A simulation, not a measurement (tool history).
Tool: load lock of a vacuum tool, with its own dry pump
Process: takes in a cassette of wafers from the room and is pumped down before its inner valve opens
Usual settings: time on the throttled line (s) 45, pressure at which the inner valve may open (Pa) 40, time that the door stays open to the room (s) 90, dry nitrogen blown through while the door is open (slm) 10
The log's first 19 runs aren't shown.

| run | hour | time on the throttled line (s) | pressure at which the inner valve may open (Pa) | time that the door stays open to the room (s) | dry nitrogen blown through while the door is open (slm) | hours that the pump has run since its overhaul | times that the door has closed on its seal | incoming humidity of the room's air, % | time from the closed door until the inner valve may open (s) | rise of the pressure with all valves shut (Pa/min) |
|---|---|---|---|---|---|---|---|---|---|---|
| 20 | 2349.3 | 45 | 40 | 90 | 10 | 7616 | 16984 | 44.4 | 72.5 | 0.068 |
| 21 | 2509.0 | 45 | 40 | 158 | 21 | 7776 | 17453 | 44.6 | 71.8 | 0.068 |
| 22 | 2653.3 | 25 | 40 | 125 | 10 | 7920 | 17876 | 44.5 | 54.8 | 0.073 |
| 23 | 2743.7 | 45 | 40 | 90 | 21 | 8011 | 18141 | 43.7 | 72.3 | 0.056 |
| 24 | 2884.3 | 45 | 40 | 90 | 21 | 8151 | 18553 | 44.4 | 72.6 | 0.056 |
| 25 | 3041.4 | 45 | 40 | 90 | 21 | 8308 | 19014 | 42.9 | 72.9 | 0.052 |
| 26 | 3179.4 | 45 | 39 | 90 | 7 | 8446 | 19419 | 41.5 | 73.0 | 0.073 |
| 27 | 3277.9 | 45 | 60 | 73 | 7 | 8545 | 19708 | 43.9 | 70.3 | 0.068 |
| 28 | 3398.6 | 83 | 56 | 90 | 10 | 8666 | 20062 | 44.6 | 104.6 | 0.072 |
| 29 | 3497.0 | 83 | 56 | 90 | 10 | 8764 | 20351 | 47.8 | 104.0 | 0.071 |

Run 30 comes next. What will it give?
| 30 | 3660.4 | 35 | 45 | 90 | 13 | 8927 | 20830 | 47.1 | ? | ? |

Run 30 gave time from the closed door until the inner valve may open (s) 63.1, rise of the pressure with all valves shut (Pa/min) 0.072.
Without the tool's hidden state the same run would have given time from the closed door until the inner valve may open (s) 63.1, rise of the pressure with all valves shut (Pa/min) 0.071.

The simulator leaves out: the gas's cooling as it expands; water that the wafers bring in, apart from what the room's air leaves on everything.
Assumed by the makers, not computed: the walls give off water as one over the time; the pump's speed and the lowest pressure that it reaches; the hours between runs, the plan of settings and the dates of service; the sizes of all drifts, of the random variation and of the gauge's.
